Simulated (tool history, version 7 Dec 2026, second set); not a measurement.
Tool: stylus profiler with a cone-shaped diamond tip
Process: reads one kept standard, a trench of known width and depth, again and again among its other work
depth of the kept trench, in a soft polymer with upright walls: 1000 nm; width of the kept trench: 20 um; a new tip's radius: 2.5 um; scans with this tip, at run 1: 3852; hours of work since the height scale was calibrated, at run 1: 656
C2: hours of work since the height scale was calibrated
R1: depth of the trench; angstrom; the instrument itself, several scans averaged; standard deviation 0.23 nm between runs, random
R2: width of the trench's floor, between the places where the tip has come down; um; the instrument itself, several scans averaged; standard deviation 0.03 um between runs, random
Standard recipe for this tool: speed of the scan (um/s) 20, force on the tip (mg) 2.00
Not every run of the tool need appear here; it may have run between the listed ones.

Run 1, hour 0.0: usual settings; scans with this tip 3852; C2 656. Result: R1 10091.8 angstrom, R2 15.23 um.
Run 2, hour 32.6: usual settings; scans with this tip 3975; C2 676. Result: R1 10090.6 angstrom, R2 15.27 um.
Run 3, hour 72.9: usual settings; scans with this tip 4125; C2 702. Result: R1 10090.3 angstrom, R2 15.22 um.
Run 4, hour 110.2: usual settings but force on the tip (mg) 4.00; scans with this tip 4265; C2 726. Result: R1 10165.1 angstrom, R2 15.18 um.
Run 5, hour 163.8: usual settings but force on the tip (mg) 5.07; scans with this tip 4466; C2 760. Result: R1 10196.9 angstrom, R2 15.20 um.
Run 6, hour 222.1: usual settings but force on the tip (mg) 5.07; scans with this tip 4685; C2 797. Result: R1 10192.7 angstrom, R2 15.18 um.
Run 7, hour 266.8: usual settings but force on the tip (mg) 5.07; scans with this tip 4852; C2 826. Result: R1 10193.4 angstrom, R2 15.20 um.
Run 8, hour 329.4: usual settings but force on the tip (mg) 2.70; scans with this tip 5086; C2 866. Result: R1 10111.8 angstrom, R2 15.10 um.
Run 9, hour 376.9: usual settings but force on the tip (mg) 2.38; scans with this tip 5264; C2 896. Result: R1 10100.7 angstrom, R2 14.99 um.
Run 10, hour 449.4: usual settings but force on the tip (mg) 2.38; scans with this tip 5536; C2 942. Result: R1 10094.9 angstrom, R2 15.01 um.
Run 11, hour 489.9: usual settings but force on the tip (mg) 2.38; scans with this tip 5688; C2 968. Result: R1 10093.8 angstrom, R2 15.02 um.
At hour 509.4: height scale calibrated on a step standard.
Run 12, hour 558.3: usual settings but force on the tip (mg) 2.38; scans with this tip 5942; C2 31. Result: R1 10089.0 angstrom, R2 15.00 um.
Run 13, hour 629.1: usual settings but force on the tip (mg) 2.38; scans with this tip 6207; C2 76. Result: R1 10083.9 angstrom, R2 14.94 um.
Run 14, hour 689.3: usual settings but force on the tip (mg) 2.38; scans with this tip 6433; C2 115. Result: R1 10081.2 angstrom, R2 14.97 um.
Run 15, hour 758.2: usual settings but speed of the scan (um/s) 21; scans with this tip 6691; C2 159. Result: R1 10063.3 angstrom, R2 14.91 um.
Run 16, hour 834.6: usual settings but speed of the scan (um/s) 21; scans with this tip 6977; C2 207. Result: R1 10063.2 angstrom, R2 14.86 um.
At hour 853.0: height scale calibrated on a step standard, once more.
Run 17, hour 868.1: usual settings but speed of the scan (um/s) 6; scans with this tip 7100; C2 10. Result: R1 10120.4 angstrom, R2 14.90 um.
Run 18, hour 925.4: usual settings; scans with this tip 7315; C2 46. Result: R1 10123.4 angstrom, R2 14.79 um.
Run 19, hour 966.9: usual settings; scans with this tip 7471; C2 73. Result: R1 10125.2 angstrom, R2 14.78 um.
Run 20, hour 1047.5: usual settings; scans with this tip 7773; C2 124. Result: R1 10115.6 angstrom, R2 14.74 um.
Run 21, hour 1089.5: usual settings; scans with this tip 7930; C2 151. Result: R1 10118.8 angstrom, R2 14.74 um.
Run 22, hour 1148.1: usual settings; scans with this tip 8149; C2 188. Result: R1 10111.0 angstrom, R2 14.71 um.
Run 23, hour 1228.9: usual settings; scans with this tip 8452; C2 240. Result: R1 10118.1 angstrom, R2 14.66 um.
Run 24, hour 1303.9: usual settings but speed of the scan (um/s) 18, force on the tip (mg) 1.64; scans with this tip 8733; C2 287. Result: R1 10096.1 angstrom, R2 14.67 um.
Run 25, hour 1342.8: usual settings but speed of the scan (um/s) 18, force on the tip (mg) 3.87; scans with this tip 8879; C2 312. Result: R1 10179.4 angstrom, R2 14.63 um.
Run 26, hour 1382.9: usual settings but speed of the scan (um/s) 13, force on the tip (mg) 4.98; scans with this tip 9029; C2 338. Result: R1 10213.7 angstrom, R2 14.65 um.
Run 27, hour 1433.2: usual settings but speed of the scan (um/s) 72, force on the tip (mg) 1.01; scans with this tip 9217; C2 370. Result: R1 10061.8 angstrom, R2 14.08 um.
Run 28, hour 1502.1: usual settings but speed of the scan (um/s) 72, force on the tip (mg) 1.01; scans with this tip 9475; C2 414. Result: R1 10058.9 angstrom, R2 14.01 um.
Run 29, hour 1580.0: usual settings but speed of the scan (um/s) 72, force on the tip (mg) 1.01; scans with this tip 9767; C2 463. Result: R1 10058.5 angstrom, R2 13.99 um.
Run 30, hour 1619.6: usual settings but force on the tip (mg) 5.90; scans with this tip 9916; C2 489. Result: R1 10238.7 angstrom, R2 14.53 um.
Run 31, hour 1657.4: usual settings but speed of the scan (um/s) 8, force on the tip (mg) 0.70; scans with this tip 10057; C2 513. Result: R1 10038.2 angstrom, R2 14.48 um.
Run 32, hour 1722.4: usual settings but speed of the scan (um/s) 36, force on the tip (mg) 0.72; scans with this tip 10301; C2 554. Result: R1 10040.0 angstrom, R2 14.25 um.
Run 33, hour 1796.6: usual settings but speed of the scan (um/s) 7, force on the tip (mg) 1.09; scans with this tip 10579; C2 602. Result: R1 10053.1 angstrom, R2 14.42 um.
Run 34, hour 1843.8: usual settings but speed of the scan (um/s) 7, force on the tip (mg) 1.09; scans with this tip 10756; C2 632. Result: R1 10054.1 angstrom, R2 14.44 um.
Run 35, hour 1904.7: usual settings but speed of the scan (um/s) 7, force on the tip (mg) 1.09; scans with this tip 10984; C2 670. Result: R1 10051.6 angstrom, R2 14.44 um.
Run 36, hour 1940.2: usual settings but speed of the scan (um/s) 7, force on the tip (mg) 1.09; scans with this tip 11116; C2 693. Result: R1 10045.1 angstrom, R2 14.41 um.
Run 37, hour 2012.1: usual settings but speed of the scan (um/s) 5, force on the tip (mg) 0.86; scans with this tip 11386; C2 739. Result: R1 10035.9 angstrom, R2 14.40 um.
Run 38, hour 2070.5: usual settings but speed of the scan (um/s) 12, force on the tip (mg) 1.06; scans with this tip 11605; C2 776. Result: R1 10045.9 angstrom, R2 14.31 um.
Run 39, hour 2127.1: usual settings but speed of the scan (um/s) 12, force on the tip (mg) 1.06; scans with this tip 11817; C2 812. Result: R1 10042.1 angstrom, R2 14.31 um.
Run 40, hour 2165.2: usual settings but speed of the scan (um/s) 78, force on the tip (mg) 0.99; scans with this tip 11959; C2 836. Result: R1 10040.7 angstrom, R2 13.63 um.
Run 41, hour 2217.6: usual settings but speed of the scan (um/s) 34, force on the tip (mg) 1.02; scans with this tip 12156; C2 870. Result: R1 10038.9 angstrom, R2 14.07 um.
Run 42, hour 2265.0: usual settings but speed of the scan (um/s) 49, force on the tip (mg) 0.79; scans with this tip 12333; C2 900. Result: R1 10024.4 angstrom, R2 13.81 um.
Run 43, hour 2298.5: usual settings but speed of the scan (um/s) 14, force on the tip (mg) 1.02; scans with this tip 12459; C2 921. Result: R1 10039.4 angstrom, R2 14.17 um.
Run 44, hour 2348.5: usual settings but speed of the scan (um/s) 11, force on the tip (mg) 1.45; scans with this tip 12646; C2 953. Result: R1 10052.6 angstrom, R2 14.22 um.
At hour 2388.3: height scale calibrated on a step standard.
Run 45, hour 2410.9: usual settings but speed of the scan (um/s) 11, force on the tip (mg) 2.68; scans with this tip 12878; C2 14. Result: R1 10156.5 angstrom, R2 14.21 um.
Run 46, hour 2444.8: usual settings but speed of the scan (um/s) 11, force on the tip (mg) 2.68; scans with this tip 13005; C2 36. Result: R1 10156.5 angstrom, R2 14.21 um.

How would selected steps in R1 from run to run divide? Give the signed amount a tool lacking its hidden state would still show from settings, what came in and random variation, and the signed amount left for the hidden state, including any gauge scatter that is not in both of the compared results.
Hidden state at play: radius of the tip, um; height scale over the true one, %; drift of the gauge itself on depth_nm, %; drift of the gauge itself on floor_um, %.
Run 11 -> 12: height scale calibrated on a step standard. R1 -4.8 angstrom: hidden state -8.7, all else +3.9.
Run 16 -> 17: speed of the scan (um/s) 21 -> 6, height scale calibrated on a step standard, once more. R1 +57.2 angstrom: hidden state +61.9, all else -4.7.
Run 26 -> 27: speed of the scan (um/s) 13 -> 72, force on the tip (mg) 4.98 -> 1.01. R1 -151.9 angstrom: hidden state -1.3, all else -150.6.
Run 29 -> 30: speed of the scan (um/s) 72 -> 20, force on the tip (mg) 1.01 -> 5.90. R1 +180.2 angstrom: hidden state -1.6, all else +181.8.
Run 30 -> 31: speed of the scan (um/s) 20 -> 8, force on the tip (mg) 5.90 -> 0.70. R1 -200.5 angstrom: hidden state -0.6, all else -199.9.
Run 44 -> 45: force on the tip (mg) 1.45 -> 2.68, height scale calibrated on a step standard. R1 +103.9 angstrom: hidden state +47.8, all else +56.1.

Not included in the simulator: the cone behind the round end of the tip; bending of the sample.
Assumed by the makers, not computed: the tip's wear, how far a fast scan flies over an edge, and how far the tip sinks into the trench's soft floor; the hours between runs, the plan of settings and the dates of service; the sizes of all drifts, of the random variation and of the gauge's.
